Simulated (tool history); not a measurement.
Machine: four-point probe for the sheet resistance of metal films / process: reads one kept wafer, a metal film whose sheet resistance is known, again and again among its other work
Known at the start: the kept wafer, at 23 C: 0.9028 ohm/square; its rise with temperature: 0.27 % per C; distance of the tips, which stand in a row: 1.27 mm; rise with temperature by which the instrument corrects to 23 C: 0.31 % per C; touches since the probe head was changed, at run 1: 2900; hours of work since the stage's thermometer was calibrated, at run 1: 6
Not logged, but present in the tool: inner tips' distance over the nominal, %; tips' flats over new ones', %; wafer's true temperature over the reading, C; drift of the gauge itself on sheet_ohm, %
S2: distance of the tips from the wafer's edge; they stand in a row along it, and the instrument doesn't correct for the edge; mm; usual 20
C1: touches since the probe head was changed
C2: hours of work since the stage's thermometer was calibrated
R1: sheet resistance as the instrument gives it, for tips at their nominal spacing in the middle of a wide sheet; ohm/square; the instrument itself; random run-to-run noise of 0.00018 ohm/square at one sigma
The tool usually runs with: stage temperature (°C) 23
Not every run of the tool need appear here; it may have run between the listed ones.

run 1 day=0.000 | stage_temperature_(°C)=23 S2=20 | C1=2900 C2=6 | R1=0.904596
run 2 day=0.838 | stage_temperature_(°C)=23 S2=6 | C1=3512 C2=18 | R1=0.923972
run 3 day=1.612 | stage_temperature_(°C)=23 S2=20 | C1=4079 C2=30 | R1=0.904586
run 4 day=2.371 | stage_temperature_(°C)=23 S2=20 | C1=4632 C2=41 | R1=0.904998
run 5 day=2.750 | stage_temperature_(°C)=23 S2=3 | C1=4911 C2=47 | R1=0.981526
run 6 day=3.583 | stage_temperature_(°C)=23 S2=20 | C1=5520 C2=59 | R1=0.904568
run 7 day=4.258 | stage_temperature_(°C)=23 S2=20 | C1=6011 C2=69 | R1=0.904918
run 8 day=5.146 | stage_temperature_(°C)=23 S2=20 | C1=6660 C2=83 | R1=0.904569
run 9 day=6.000 | stage_temperature_(°C)=23 S2=20 | C1=7284 C2=96 | R1=0.904626
run 10 day=6.400 | stage_temperature_(°C)=19 S2=4 | C1=7575 C2=102 | R1=0.950187
run 11 day=7.125 | stage_temperature_(°C)=21 S2=34 | C1=8105 C2=112 | R1=0.903909
run 12 day=7.542 | stage_temperature_(°C)=23 S2=3 | C1=8410 C2=119 | R1=0.981463
run 13 day=8.112 | stage_temperature_(°C)=24 S2=28 | C1=8829 C2=127 | R1=0.903474
run 14 day=8.738 | stage_temperature_(°C)=24 S2=9 | C1=9286 C2=137 | R1=0.912098
run 15 day=9.525 | stage_temperature_(°C)=24 S2=9 | C1=9860 C2=148 | R1=0.912048
run 16 day=10.283 | stage_temperature_(°C)=27 S2=25 | C1=10414 C2=160 | R1=0.902335

4 options for the next run, each taken on its own from the tool as it stands now. Forecast them:
run A day=10.721 | stage_temperature_(°C)=30 S2=38 | C1=10735 C2=166 | R1=?
run B day=10.721 | stage_temperature_(°C)=27 S2=56 | C1=10735 C2=166 | R1=?
run C day=10.721 | stage_temperature_(°C)=32 S2=54 | C1=10735 C2=166 | R1=?
run D day=10.721 | stage_temperature_(°C)=30 S2=19 | C1=10735 C2=166 | R1=?

run=A R1=0.900701
run=B R1=0.901527
run=C R1=0.899976
run=D R1=0.902181
Take away the tool's hidden state, keep each run's random variation, and the runs would have read:
run=A R1=0.900863
run=B R1=0.901690
run=C R1=0.900138
run=D R1=0.902344
